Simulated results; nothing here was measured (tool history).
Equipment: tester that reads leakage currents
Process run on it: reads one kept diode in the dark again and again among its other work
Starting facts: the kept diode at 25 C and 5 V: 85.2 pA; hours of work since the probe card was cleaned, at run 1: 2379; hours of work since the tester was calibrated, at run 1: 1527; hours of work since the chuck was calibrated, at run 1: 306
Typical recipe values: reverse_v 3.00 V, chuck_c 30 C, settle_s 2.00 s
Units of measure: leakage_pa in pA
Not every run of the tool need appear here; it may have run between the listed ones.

| run | hour | reverse_v | chuck_c | settle_s | hours of work since the probe card was cleaned | hours of work since the tester was calibrated | hours of work since the chuck was calibrated | leakage_pa |
|---|---|---|---|---|---|---|---|---|
| 1 | 0.0 | 3.00 | 30 | 2.00 | 2379 | 1527 | 306 | 115.03 |
| 2 | 112.6 | 3.00 | 30 | 2.00 | 2448 | 1596 | 375 | 116.55 |
| 3 | 237.4 | 3.00 | 30 | 2.00 | 2524 | 1672 | 451 | 117.86 |
| 4 | 363.2 | 2.40 | 30 | 2.00 | 2600 | 1749 | 528 | 107.34 |
| 5 | 504.3 | 3.00 | 30 | 6.87 | 2686 | 1835 | 614 | 120.89 |
| 6 | 579.3 | 3.00 | 30 | 6.87 | 2732 | 1881 | 660 | 121.15 |
| 7 | 711.1 | 3.00 | 30 | 2.00 | 2813 | 1961 | 740 | 123.26 |
| 8 | 813.2 | 3.00 | 26 | 2.00 | 2875 | 2023 | 802 | 91.96 |
|  | 858.8 | probe card cleaned and baked |
| 9 | 943.3 | 3.00 | 30 | 2.00 | 52 | 2101 | 880 | 118.42 |
|  | 1056.6 | chuck's temperature calibrated |
| 10 | 1079.2 | 18.48 | 30 | 2.00 | 133 | 2183 | 14 | 277.98 |
| 11 | 1206.0 | 18.48 | 30 | 2.00 | 211 | 2260 | 91 | 283.01 |
| 12 | 1293.7 | 18.48 | 30 | 2.00 | 264 | 2313 | 145 | 285.37 |
| 13 | 1416.4 | 3.00 | 30 | 2.00 | 339 | 2388 | 219 | 133.49 |
| 14 | 1553.8 | 3.00 | 30 | 4.93 | 423 | 2472 | 303 | 135.32 |
| 15 | 1613.8 | 3.00 | 30 | 4.93 | 459 | 2509 | 340 | 136.80 |
|  | 1651.8 | chuck's temperature calibrated, once more |
| 16 | 1723.4 | 3.00 | 30 | 4.93 | 525 | 2574 | 44 | 107.07 |
| 17 | 1824.6 | 3.00 | 30 | 4.93 | 587 | 2636 | 105 | 107.72 |
| 18 | 1933.7 | 3.00 | 30 | 4.93 | 653 | 2703 | 172 | 108.59 |
| 19 | 2057.3 | 3.00 | 30 | 4.93 | 729 | 2778 | 247 | 110.09 |
| 20 | 2159.3 | 3.00 | 58 | 0.34 | 791 | 2840 | 310 | 856.87 |
| 21 | 2231.4 | 5.76 | 50 | 4.58 | 835 | 2884 | 353 | 654.02 |
| 22 | 2352.9 | 3.58 | 33 | 0.60 | 909 | 2958 | 428 | 154.99 |
| 23 | 2498.8 | 2.58 | 33 | 0.84 | 998 | 3047 | 517 | 136.23 |
| 24 | 2614.4 | 3.00 | 46 | 1.48 | 1068 | 3118 | 587 | 387.97 |
| 25 | 2736.6 | 10.43 | 30 | 2.00 | 1143 | 3192 | 662 | 203.42 |
| 26 | 2803.1 | 2.76 | 49 | 0.40 | 1183 | 3233 | 702 | 473.67 |
| 27 | 2938.2 | 2.27 | 31 | 6.45 | 1266 | 3315 | 785 | 115.18 |
| 28 | 3071.7 | 1.83 | 43 | 5.17 | 1347 | 3397 | 866 | 263.43 |
| 29 | 3193.5 | 1.83 | 43 | 5.17 | 1422 | 3471 | 940 | 264.73 |
|  | 3214.5 | chuck's temperature calibrated |
| 30 | 3277.8 | 1.86 | 27 | 4.25 | 1472 | 3521 | 39 | 71.57 |
| 31 | 3379.2 | 14.96 | 30 | 0.87 | 1534 | 3583 | 101 | 231.00 |
| 32 | 3497.6 | 3.00 | 46 | 2.82 | 1606 | 3655 | 173 | 374.43 |
| 33 | 3590.2 | 18.30 | 35 | 2.00 | 1662 | 3712 | 229 | 373.00 |
|  | 3600.5 | tester calibrated |
| 34 | 3666.1 | 5.47 | 52 | 0.31 | 1707 | 40 | 274 | 728.12 |
| 35 | 3773.5 | 5.47 | 52 | 0.31 | 1773 | 106 | 340 | 736.09 |
| 36 | 3836.7 | 6.95 | 30 | 2.00 | 1811 | 144 | 378 | 165.72 |
| 37 | 3902.8 | 14.76 | 30 | 0.65 | 1852 | 184 | 419 | 238.29 |

Describe how what the log doesn't record of the tool's condition differs between the last listed run preceding each entry between runs and the first listed run following it.
Runs 8 to 9: probe card cleaned and baked (hour 858.8)
  stray current of the dirty probe card, pA a volt: 2.365 -> 0.074; current scale over the true one, %: 1.21 -> 1.26; true chuck temperature over the reading, C: 1.32 -> 1.46
  measured result minus the result with no hidden state, leakage_pa: +16.78 -> +14.49 pA
Runs 9 to 10: chuck's temperature calibrated (hour 1056.6)
  stray current of the dirty probe card, pA a volt: 0.074 -> 0.147; current scale over the true one, %: 1.26 -> 1.3; true chuck temperature over the reading, C: 1.46 -> 2.57
  measured result minus the result with no hidden state, leakage_pa: +14.49 -> +56.20 pA
Runs 15 to 16: chuck's temperature calibrated, once more (hour 1651.8)
  stray current of the dirty probe card, pA a volt: 0.407 -> 0.463; current scale over the true one, %: 1.47 -> 1.51; true chuck temperature over the reading, C: 3.11 -> 0.02
  measured result minus the result with no hidden state, leakage_pa: +32.50 -> +3.09 pA
Runs 29 to 30: chuck's temperature calibrated (hour 3214.5)
  stray current of the dirty probe card, pA a volt: 1.205 -> 1.245; current scale over the true one, %: 1.96 -> 1.99; true chuck temperature over the reading, C: 1.53 -> 0.17
  measured result minus the result with no hidden state, leakage_pa: +34.72 -> +4.61 pA
Runs 33 to 34: tester calibrated (hour 3600.5)
  stray current of the dirty probe card, pA a volt: 1.405 -> 1.439; current scale over the true one, %: 2.09 -> -0.01; true chuck temperature over the reading, C: 0.49 -> 0.56
  measured result minus the result with no hidden state, leakage_pa: +45.64 -> +35.12 pA
